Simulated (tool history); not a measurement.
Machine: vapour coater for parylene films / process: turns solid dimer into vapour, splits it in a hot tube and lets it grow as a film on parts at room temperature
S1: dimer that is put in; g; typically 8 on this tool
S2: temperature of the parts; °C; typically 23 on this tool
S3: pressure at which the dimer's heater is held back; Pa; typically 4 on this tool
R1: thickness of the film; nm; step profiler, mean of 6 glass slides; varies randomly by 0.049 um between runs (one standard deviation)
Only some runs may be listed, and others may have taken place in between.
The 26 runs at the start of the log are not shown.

At day 56.479: trap's valve overhauled.
Run 27, day 57.558: usual settings but S1 3 g, S2 27 °C, S3 2.94 Pa. Result: R1 1980 nm.
Run 28, day 59.875: usual settings but S1 5 g, S2 31 °C, S3 3.51 Pa. Result: R1 2760 nm.
Run 29, day 62.817: usual settings but S1 4 g, S2 15 °C, S3 3.51 Pa. Result: R1 3310 nm.
Run 30, day 64.296: usual settings but S2 21 °C, S3 8.53 Pa. Result: R1 4940 nm.
Run 31, day 66.592: usual settings but S2 24 °C. Result: R1 4900 nm.
Run 32, day 68.704: usual settings but S2 24 °C. Result: R1 4820 nm.
At day 69.133: trap's valve overhauled.
Run 33, day 70.562: usual settings but S1 12 g, S2 34 °C. Result: R1 6100 nm.
Run 34, day 73.262: usual settings but S1 12 g, S2 20 °C, S3 9 Pa. Result: R1 7690 nm.
Run 35, day 75.575: usual settings but S1 3 g, S2 19 °C, S3 5.77 Pa. Result: R1 2080 nm.
Run 36, day 77.183: usual settings but S1 3 g, S2 19 °C, S3 5.77 Pa. Result: R1 2050 nm.
Run 37, day 79.371: usual settings but S1 11 g, S2 22 °C, S3 3.79 Pa. Result: R1 7010 nm.

Run 38 has not been measured yet. What should we expect?
At day 81.683: trap's valve overhauled.
Run 38, day 81.683: usual settings but S2 15 °C. Result: R1 ?.

R1: 6700 nm
The same run, on a tool lacking any hidden state, would have yielded R1 6860 nm.
